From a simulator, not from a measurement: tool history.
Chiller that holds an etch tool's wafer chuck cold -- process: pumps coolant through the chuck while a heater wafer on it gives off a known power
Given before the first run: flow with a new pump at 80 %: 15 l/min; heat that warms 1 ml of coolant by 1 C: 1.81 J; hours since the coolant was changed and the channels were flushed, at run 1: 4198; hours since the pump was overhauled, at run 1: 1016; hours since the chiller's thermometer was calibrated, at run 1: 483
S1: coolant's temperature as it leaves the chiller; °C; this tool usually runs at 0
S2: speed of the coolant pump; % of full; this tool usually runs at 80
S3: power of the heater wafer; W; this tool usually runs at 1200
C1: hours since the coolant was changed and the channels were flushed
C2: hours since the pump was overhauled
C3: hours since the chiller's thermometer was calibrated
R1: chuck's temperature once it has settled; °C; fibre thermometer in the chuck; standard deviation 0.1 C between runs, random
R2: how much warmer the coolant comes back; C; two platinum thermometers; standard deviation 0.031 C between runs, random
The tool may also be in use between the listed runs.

{"run": 1, "hour": 0.0, "S1": 0, "S2": 80, "S3": 1200, "C1": 4198, "C2": 1016, "C3": 483, "R1": 8.0, "R2": 2.66}
{"run": 2, "hour": 15.0, "S1": 0, "S2": 80, "S3": 1200, "C1": 4213, "C2": 1031, "C3": 498, "R1": 8.1, "R2": 2.65}
{"run": 3, "hour": 41.1, "S1": 0, "S2": 80, "S3": 1200, "C1": 4239, "C2": 1057, "C3": 524, "R1": 8.1, "R2": 2.65}
{"run": 4, "hour": 73.1, "S1": 0, "S2": 80, "S3": 1200, "C1": 4271, "C2": 1089, "C3": 556, "R1": 8.1, "R2": 2.7}
{"run": 5, "hour": 102.4, "S1": 0, "S2": 80, "S3": 1200, "C1": 4300, "C2": 1118, "C3": 586, "R1": 8.0, "R2": 2.72}
{"run": 6, "hour": 128.6, "S1": 0, "S2": 80, "S3": 1200, "C1": 4326, "C2": 1144, "C3": 612, "R1": 8.1, "R2": 2.65}
{"run": 7, "hour": 156.8, "S1": 0, "S2": 80, "S3": 1200, "C1": 4354, "C2": 1173, "C3": 640, "R1": 8.1, "R2": 2.66}
{"run": 8, "hour": 184.5, "S1": 0, "S2": 80, "S3": 1200, "C1": 4382, "C2": 1200, "C3": 668, "R1": 8.0, "R2": 2.65}
{"run": 9, "hour": 205.0, "S1": 0, "S2": 80, "S3": 1200, "C1": 4403, "C2": 1221, "C3": 688, "R1": 8.1, "R2": 2.62}
{"run": 10, "hour": 223.2, "S1": 0, "S2": 80, "S3": 1200, "C1": 4421, "C2": 1239, "C3": 706, "R1": 7.9, "R2": 2.65}
{"run": 11, "hour": 242.5, "S1": 0, "S2": 80, "S3": 1200, "C1": 4440, "C2": 1258, "C3": 726, "R1": 8.1, "R2": 2.71}
{"run": 12, "hour": 262.3, "S1": 1, "S2": 80, "S3": 1664, "C1": 4460, "C2": 1278, "C3": 745, "R1": 12.1, "R2": 3.68}
{"run": 13, "hour": 283.4, "S1": -7, "S2": 68, "S3": 1200, "C1": 4481, "C2": 1299, "C3": 767, "R1": 2.0, "R2": 3.11}
{"run": 14, "hour": 308.2, "S1": -7, "S2": 85, "S3": 1200, "C1": 4506, "C2": 1324, "C3": 791, "R1": 0.8, "R2": 2.52}

Run 15 is up next; what results do you expect?
{"run": 15, "hour": 339.1, "S1": -7, "S2": 85, "S3": 1200, "C1": 4537, "C2": 1355, "C3": 822, "R1": "?", "R2": "?"}

Run 15 yielded R1 0.9 °C, R2 2.55 C.
Without the tool's hidden state the same run would have given R1 0.9 °C, R2 2.55 C.
